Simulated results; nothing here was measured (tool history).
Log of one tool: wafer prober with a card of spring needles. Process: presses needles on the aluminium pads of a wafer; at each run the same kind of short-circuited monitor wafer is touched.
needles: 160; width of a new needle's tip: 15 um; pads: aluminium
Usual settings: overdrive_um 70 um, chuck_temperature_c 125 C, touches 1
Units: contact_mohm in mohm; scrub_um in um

| run | hour | overdrive_um | chuck_temperature_c | touches | contact_mohm | scrub_um |
|---|---|---|---|---|---|---|
| 1 | 0.0 | 70 | 125 | 1 | 235 | 17.76 |
|  | 3.9 | tips cleaned on abrasive film |
|  | 28.9 | tips cleaned on abrasive film |
| 2 | 40.7 | 70 | 125 | 1 | 229 | 17.74 |
|  | 55.3 | tips cleaned on abrasive film |
|  | 80.2 | tips cleaned on abrasive film |
| 3 | 95.8 | 70 | 125 | 1 | 234 | 17.74 |
|  | 106.7 | tips cleaned on abrasive film |
|  | 129.4 | tips cleaned on abrasive film |
| 4 | 143.4 | 70 | 125 | 1 | 229 | 17.73 |
|  | 152.7 | tips cleaned on abrasive film |
|  | 178.5 | tips cleaned on abrasive film |
|  | 204.5 | tips cleaned on abrasive film |
| 5 | 204.5 | 69 | 125 | 1 | 235 | 17.49 |
|  | 229.9 | tips cleaned on abrasive film |
|  | 251.5 | tips cleaned on abrasive film |
|  | 262.5 | height of the first contact set anew |
| 6 | 273.2 | 70 | 125 | 1 | 236 | 17.75 |
|  | 278.7 | tips cleaned on abrasive film |
|  | 303.2 | tips cleaned on abrasive film |
|  | 324.8 | tips cleaned on abrasive film |
|  | 348.4 | tips cleaned on abrasive film |
| 7 | 348.4 | 70 | 125 | 1 | 232 | 17.75 |
|  | 373.5 | tips cleaned on abrasive film |
|  | 395.1 | tips cleaned on abrasive film |
| 8 | 398.8 | 70 | 125 | 1 | 232 | 17.75 |
|  | 418.7 | tips cleaned on abrasive film |
| 9 | 435.2 | 70 | 125 | 1 | 232 | 17.75 |
|  | 444.9 | tips cleaned on abrasive film |
|  | 467.4 | tips cleaned on abrasive film |
|  | 492.5 | tips cleaned on abrasive film |
| 10 | 503.4 | 70 | 125 | 1 | 227 | 17.76 |
|  | 514.2 | tips cleaned on abrasive film |
|  | 537.9 | tips cleaned on abrasive film |
| 11 | 537.9 | 70 | 125 | 1 | 227 | 17.73 |
|  | 543.5 | height of the first contact set anew |
|  | 559.7 | tips cleaned on abrasive film |
|  | 582.0 | tips cleaned on abrasive film |
|  | 605.1 | tips cleaned on abrasive film |
| 12 | 607.2 | 70 | 125 | 1 | 229 | 17.74 |
|  | 627.9 | tips cleaned on abrasive film |
|  | 654.4 | tips cleaned on abrasive film |
|  | 680.8 | tips cleaned on abrasive film |
| 13 | 684.2 | 70 | 125 | 1 | 229 | 17.76 |
|  | 702.4 | tips cleaned on abrasive film |
|  | 725.9 | tips cleaned on abrasive film |
|  | 751.3 | tips cleaned on abrasive film |
| 14 | 759.7 | 70 | 125 | 1 | 232 | 17.76 |
|  | 775.8 | tips cleaned on abrasive film |
|  | 802.5 | tips cleaned on abrasive film |
| 15 | 808.9 | 70 | 125 | 2 | 231 | 17.74 |
|  | 824.1 | height of the first contact set anew |
|  | 829.6 | tips cleaned on abrasive film |
|  | 855.0 | tips cleaned on abrasive film |
| 16 | 870.8 | 59 | 27 | 2 | 214 | 14.96 |
|  | 879.5 | tips cleaned on abrasive film |
|  | 905.0 | tips cleaned on abrasive film |
|  | 929.4 | tips cleaned on abrasive film |
| 17 | 935.9 | 70 | 30 | 1 | 214 | 17.75 |
|  | 951.2 | tips cleaned on abrasive film |
|  | 973.4 | tips cleaned on abrasive film |
|  | 998.5 | tips cleaned on abrasive film |
| 18 | 998.5 | 74 | 30 | 1 | 210 | 18.77 |
|  | 1025.3 | tips cleaned on abrasive film |
|  | 1049.8 | tips cleaned on abrasive film |
| 19 | 1053.8 | 74 | 30 | 1 | 209 | 18.76 |
|  | 1074.4 | tips cleaned on abrasive film |
| 20 | 1092.5 | 70 | 30 | 1 | 210 | 17.74 |
|  | 1096.5 | tips cleaned on abrasive film |
|  | 1107.6 | height of the first contact set anew |
|  | 1121.4 | tips cleaned on abrasive film |
|  | 1147.5 | tips cleaned on abrasive film |
| 21 | 1156.7 | 80 | 42 | 2 | 210 | 20.28 |
|  | 1170.1 | tips cleaned on abrasive film |
|  | 1195.3 | tips cleaned on abrasive film |
|  | 1218.8 | tips cleaned on abrasive film |
| 22 | 1218.8 | 53 | 42 | 2 | 216 | 13.44 |
|  | 1240.8 | tips cleaned on abrasive film |
|  | 1262.4 | tips cleaned on abrasive film |
| 23 | 1263.6 | 70 | 116 | 2 | 230 | 17.76 |
|  | 1284.4 | tips cleaned on abrasive film |
|  | 1309.0 | tips cleaned on abrasive film |
| 24 | 1326.9 | 70 | 116 | 2 | 230 | 17.75 |
|  | 1332.0 | tips cleaned on abrasive film |
|  | 1354.6 | tips cleaned on abrasive film |
|  | 1379.8 | tips cleaned on abrasive film |
|  | 1388.4 | height of the first contact set anew |
| 25 | 1391.2 | 70 | 116 | 1 | 230 | 17.75 |
|  | 1402.0 | tips cleaned on abrasive film |
|  | 1426.4 | tips cleaned on abrasive film |
| 26 | 1441.7 | 70 | 116 | 1 | 230 | 17.75 |
|  | 1452.4 | tips cleaned on abrasive film |
|  | 1478.4 | tips cleaned on abrasive film |
| 27 | 1483.0 | 70 | 116 | 1 | 230 | 17.75 |
|  | 1502.4 | tips cleaned on abrasive film |
|  | 1526.2 | tips cleaned on abrasive film |
|  | 1551.8 | tips cleaned on abrasive film |
| 28 | 1553.1 | 56 | 125 | 3 | 239 | 14.19 |
|  | 1577.4 | tips cleaned on abrasive film |
|  | 1604.2 | tips cleaned on abrasive film |
| 29 | 1604.7 | 69 | 99 | 1 | 229 | 17.50 |

Forecast each of these 3 alternatives for the next run:
|  | 1628.7 | tips cleaned on abrasive film |
|  | 1652.3 | tips cleaned on abrasive film |
| A | 1657.7 | 53 | 99 | 1 | ? | ? |
|  | 1628.7 | tips cleaned on abrasive film |
|  | 1652.3 | tips cleaned on abrasive film |
| B | 1657.7 | 50 | 88 | 1 | ? | ? |
|  | 1628.7 | tips cleaned on abrasive film |
|  | 1652.3 | tips cleaned on abrasive film |
| C | 1657.7 | 57 | 61 | 1 | ? | ? |

| run | contact_mohm | scrub_um |
|---|---|---|
| A | 232 | 13.43 |
| B | 229 | 12.66 |
| C | 220 | 14.45 |
Without the tool's hidden state the same runs would have given:
| run | contact_mohm | scrub_um |
|---|---|---|
| A | 232 | 13.43 |
| B | 228 | 12.66 |
| C | 219 | 14.46 |
